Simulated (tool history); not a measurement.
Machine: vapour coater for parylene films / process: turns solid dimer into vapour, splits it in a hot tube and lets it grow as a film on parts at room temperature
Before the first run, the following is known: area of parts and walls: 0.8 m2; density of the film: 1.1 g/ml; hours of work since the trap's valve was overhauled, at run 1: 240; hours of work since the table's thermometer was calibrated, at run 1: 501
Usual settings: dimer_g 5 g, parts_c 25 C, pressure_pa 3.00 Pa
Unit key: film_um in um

run     day  dimer_g  parts_c  pressure_pa  hours of work since the trap's valve was overhauled  hours of work since the table's thermometer was calibrated  film_um
  1   0.000        5       25         3.00                                                  240                                                         501    3.295
  2   1.262        5       25         3.00                                                  263                                                         525    3.301
  3   3.342        5       25         3.00                                                  302                                                         564    3.295
  4   5.688        5       25         3.00                                                  346                                                         608    3.276
  5   7.062        5       24         3.00                                                  372                                                         633    3.403
  6   9.708        5       24         3.00                                                  422                                                         683    3.393
  7  12.292        5       24         3.00                                                  470                                                         731    3.365
     12.917  -- trap's valve overhauled
  8  14.742        6       25         3.00                                                   34                                                         774    4.138
  9  17.162        5       25         3.00                                                   80                                                         819    3.416
 10  19.688        5       25         3.00                                                  127                                                         867    3.423
 11  22.379        5       25         3.00                                                  177                                                         917    3.395
 12  23.588        5       25         3.00                                                  200                                                         940    3.384
 13  25.921        5       25         3.00                                                  244                                                         983    3.371
 14  28.129        5       25         3.00                                                  285                                                        1025    3.375
 15  29.729        6       26         4.00                                                  315                                                        1055    3.659
 16  31.258        4       26        11.10                                                  343                                                        1083    2.018
 17  33.212        4       26        11.10                                                  380                                                        1120    2.021
 18  35.221        4       27        11.10                                                  418                                                        1157    1.938
 19  37.608        4       27        11.10                                                  462                                                        1202    1.921
     38.621  -- trap's valve overhauled
 20  39.908        2       37        11.06                                                   24                                                        1242    0.688
 21  42.121        5       31         3.86                                                   66                                                        1284    2.631
 22  44.938        5       31         3.86                                                  118                                                        1336    2.610
 23  46.983        5       31         3.86                                                  157                                                        1375    2.603
 24  49.325        5       31         2.65                                                  200                                                        1418    2.782
 25  51.721        3       17         9.54                                                  245                                                        1463    2.212
 26  53.042        6       33        10.51                                                  270                                                        1488    2.379
 27  55.317        6       33        10.51                                                  313                                                        1531    2.374
 28  56.458        4       33        10.51                                                  334                                                        1552    1.572

3 ways to go on from here, each from the tool as it stands after run 28. What would each give?
  A  57.867        5       25         3.00                                                  360                                                        1579        ?
  B  57.867        4       20         5.99                                                  360                                                        1579        ?
  C  57.867        4       26         7.57                                                  360                                                        1579        ?

run  film_um
  A    3.339
  B    2.824
  C    2.158
With the hidden condition removed and each run's random variation left untouched, the same runs would have given:
run  film_um
  A    3.409
  B    2.884
  C    2.204

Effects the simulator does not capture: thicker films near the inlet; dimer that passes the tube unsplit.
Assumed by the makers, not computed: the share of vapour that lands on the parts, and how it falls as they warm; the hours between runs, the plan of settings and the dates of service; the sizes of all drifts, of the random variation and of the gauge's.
